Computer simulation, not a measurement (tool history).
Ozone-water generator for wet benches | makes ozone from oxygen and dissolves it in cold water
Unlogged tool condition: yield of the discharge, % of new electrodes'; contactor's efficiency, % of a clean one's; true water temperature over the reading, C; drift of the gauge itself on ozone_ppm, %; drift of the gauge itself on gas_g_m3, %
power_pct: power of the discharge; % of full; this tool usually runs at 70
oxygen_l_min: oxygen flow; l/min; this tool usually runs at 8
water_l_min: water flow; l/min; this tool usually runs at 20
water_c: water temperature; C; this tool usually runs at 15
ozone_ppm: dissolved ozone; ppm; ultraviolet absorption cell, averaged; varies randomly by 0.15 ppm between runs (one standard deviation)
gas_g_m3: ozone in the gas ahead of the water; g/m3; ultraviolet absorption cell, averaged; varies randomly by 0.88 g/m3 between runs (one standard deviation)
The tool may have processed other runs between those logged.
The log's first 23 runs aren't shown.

| run | hour | power_pct | oxygen_l_min | water_l_min | water_c | hours of work since the electrodes were changed | hours of work since the contactor was cleaned | hours of work since the thermometer was calibrated | ozone_ppm | gas_g_m3 |
|---|---|---|---|---|---|---|---|---|---|---|
| 24 | 3724.6 | 70 | 5.92 | 27 | 15 | 3455 | 1548 | 3993 | 14.2 | 165.8 |
| 25 | 3856.9 | 55 | 6.36 | 17 | 15 | 3572 | 1665 | 4110 | 18.4 | 138.8 |
| 26 | 4047.9 | 70 | 4.32 | 20 | 15 | 3740 | 1833 | 4278 | 18.2 | 189.5 |
| 27 | 4242.8 | 70 | 4.32 | 20 | 15 | 3911 | 2005 | 4450 | 17.8 | 190.2 |
| 28 | 4358.7 | 56 | 8 | 19 | 15 | 4014 | 2107 | 4552 | 17.4 | 125.5 |
| 29 | 4500.9 | 70 | 8 | 20 | 14 | 4139 | 2232 | 4677 | 19.2 | 143 |
| 30 | 4635.8 | 70 | 7.26 | 21 | 14 | 4258 | 2351 | 4796 | 18.6 | 151.1 |
|  | 4741.8 | contactor cleaned |
| 31 | 4741.8 | 70 | 11.58 | 15 | 15 | 4347 | 0 | 4886 | 22.5 | 121.2 |
| 32 | 4917.5 | 70 | 11.58 | 15 | 8 | 4502 | 155 | 5041 | 25.9 | 121.9 |
| 33 | 5033.9 | 80 | 4.78 | 26 | 12 | 4605 | 257 | 5143 | 15.8 | 202.3 |

Branching from run 33: 3 alternative next runs. What would each branch give?
|  | 5046.1 | water thermometer calibrated |
| A | 5245.7 | 80 | 4.78 | 17 | 12 | 4791 | 443 | 176 | ? | ? |
|  | 5046.1 | water thermometer calibrated |
| B | 5245.7 | 48 | 6.47 | 13 | 15 | 4791 | 443 | 176 | ? | ? |
|  | 5046.1 | water thermometer calibrated |
| C | 5245.7 | 73 | 4.78 | 26 | 12 | 4791 | 443 | 176 | ? | ? |

| run | ozone_ppm | gas_g_m3 |
|---|---|---|
| A | 23.8 | 200.3 |
| B | 20.4 | 124.6 |
| C | 14.9 | 184.8 |
With no hidden state in the tool, these same runs would have given:
| run | ozone_ppm | gas_g_m3 |
|---|---|---|
| A | 23.9 | 200.5 |
| B | 20.4 | 124.7 |
| C | 14.9 | 185 |
